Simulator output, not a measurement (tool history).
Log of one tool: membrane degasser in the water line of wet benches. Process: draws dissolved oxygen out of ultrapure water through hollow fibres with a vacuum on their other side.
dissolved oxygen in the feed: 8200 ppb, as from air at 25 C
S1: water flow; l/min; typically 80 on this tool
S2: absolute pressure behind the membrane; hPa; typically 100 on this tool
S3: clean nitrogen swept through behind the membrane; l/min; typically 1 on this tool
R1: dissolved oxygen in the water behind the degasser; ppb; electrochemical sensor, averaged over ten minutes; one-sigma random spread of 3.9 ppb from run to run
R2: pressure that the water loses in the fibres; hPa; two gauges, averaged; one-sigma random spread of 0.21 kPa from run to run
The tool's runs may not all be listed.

Run 1, day 0: usual settings. Result: R1 900.5 ppb, R2 483.4 hPa.
Run 2, day 6.262: usual settings but S1 122 l/min. Result: R1 1268.2 ppb, R2 737.5 hPa.
Run 3, day 13.05: usual settings but S1 122 l/min. Result: R1 1275.9 ppb, R2 736.8 hPa.
Run 4, day 19.004: usual settings but S1 122 l/min. Result: R1 1272.3 ppb, R2 742.9 hPa.
Run 5, day 24.542: usual settings but S1 122 l/min. Result: R1 1275.7 ppb, R2 741.6 hPa.
Run 6, day 27.654: usual settings but S1 122 l/min. Result: R1 1278.8 ppb, R2 746.5 hPa.
Run 7, day 33.958: usual settings but S1 122 l/min. Result: R1 1279.4 ppb, R2 740.4 hPa.
Run 8, day 40.104: usual settings. Result: R1 901.3 ppb, R2 485.2 hPa.
Run 9, day 46.908: usual settings. Result: R1 902.6 ppb, R2 489.4 hPa.
Run 10, day 53.721: usual settings but S1 82 l/min. Result: R1 920.4 ppb, R2 504.2 hPa.
Run 11, day 58.321: usual settings but S3 1.99 l/min. Result: R1 578.2 ppb, R2 485.4 hPa.
Run 12, day 64.888: usual settings. Result: R1 907.9 ppb, R2 489.4 hPa.
Run 13, day 71.846: usual settings. Result: R1 903.7 ppb, R2 488.5 hPa.
Run 14, day 76.671: usual settings. Result: R1 899.6 ppb, R2 491 hPa.
Run 15, day 80.25: usual settings. Result: R1 900 ppb, R2 492.9 hPa.
Run 16, day 86.175: usual settings. Result: R1 912.6 ppb, R2 492 hPa.
Run 17, day 89.9: usual settings. Result: R1 917.3 ppb, R2 489.4 hPa.
Run 18, day 96.304: usual settings but S1 74 l/min, S2 110 hPa, S3 1.25 l/min. Result: R1 835.4 ppb, R2 453.5 hPa.
Run 19, day 100.579: usual settings but S1 74 l/min, S2 110 hPa, S3 1.25 l/min. Result: R1 836 ppb, R2 455.2 hPa.
Run 20, day 105.054: usual settings but S1 82 l/min, S2 110 hPa, S3 0.82 l/min. Result: R1 1178.1 ppb, R2 505.3 hPa.
Run 21, day 108.346: usual settings but S1 63 l/min, S2 110 hPa, S3 0.82 l/min. Result: R1 971.7 ppb, R2 388.5 hPa.
Run 22, day 114.408: usual settings but S1 63 l/min, S2 110 hPa, S3 0.82 l/min. Result: R1 972.9 ppb, R2 391.2 hPa.
Run 23, day 117.571: usual settings but S1 76 l/min, S3 0.65 l/min. Result: R1 1120.2 ppb, R2 467.3 hPa.
Run 24, day 121.862: usual settings but S1 76 l/min, S3 1.95 l/min. Result: R1 566.8 ppb, R2 471.6 hPa.
Run 25, day 126.275: usual settings but S2 133 hPa, S3 1.95 l/min. Result: R1 824.8 ppb, R2 498 hPa.
Run 26, day 131.475: usual settings but S1 48 l/min. Result: R1 613.1 ppb, R2 297.6 hPa.
Run 27, day 134.75: usual settings but S1 66 l/min. Result: R1 794.1 ppb, R2 409.6 hPa.
Run 28, day 139.483: usual settings but S1 66 l/min. Result: R1 797.4 ppb, R2 411.5 hPa.
Run 29, day 146.462: usual settings but S1 87 l/min, S2 137 hPa, S3 2.01 l/min. Result: R1 917.7 ppb, R2 538.3 hPa.
Run 30, day 151.167: usual settings but S1 54 l/min, S2 151 hPa, S3 2.92 l/min. Result: R1 490 ppb, R2 336.9 hPa.
Run 31, day 157.925: usual settings but S1 54 l/min, S2 151 hPa, S3 2.92 l/min. Result: R1 485.6 ppb, R2 337.2 hPa.
Run 32, day 164.85: usual settings but S1 51 l/min, S2 135 hPa, S3 1.62 l/min. Result: R1 651 ppb, R2 316.5 hPa.
Run 33, day 168.642: usual settings but S3 1.58 l/min. Result: R1 694.3 ppb, R2 496.1 hPa.

Consider 3 possible next runs. They are alternatives, not a sequence: every one starts from the tool as it was left by run 33. What does each give?
Run A, day 175.479: usual settings but S1 81 l/min, S3 0.96 l/min. Result: R1 ?, R2 ?.
Run B, day 175.479: usual settings but S1 61 l/min, S2 68 hPa, S3 2.2 l/min. Result: R1 ?, R2 ?.
Run C, day 175.479: usual settings but S1 105 l/min, S2 143 hPa. Result: R1 ?, R2 ?.

run      R1     R2
  A   957.5  501.5
  B   242.6  380.9
  C  1692.9    659
Take away the tool's hidden state, keep each run's random variation, and the runs would have read:
run      R1     R2
  A   911.7  479.5
  B   220.6  364.3
  C  1639.5  630.3

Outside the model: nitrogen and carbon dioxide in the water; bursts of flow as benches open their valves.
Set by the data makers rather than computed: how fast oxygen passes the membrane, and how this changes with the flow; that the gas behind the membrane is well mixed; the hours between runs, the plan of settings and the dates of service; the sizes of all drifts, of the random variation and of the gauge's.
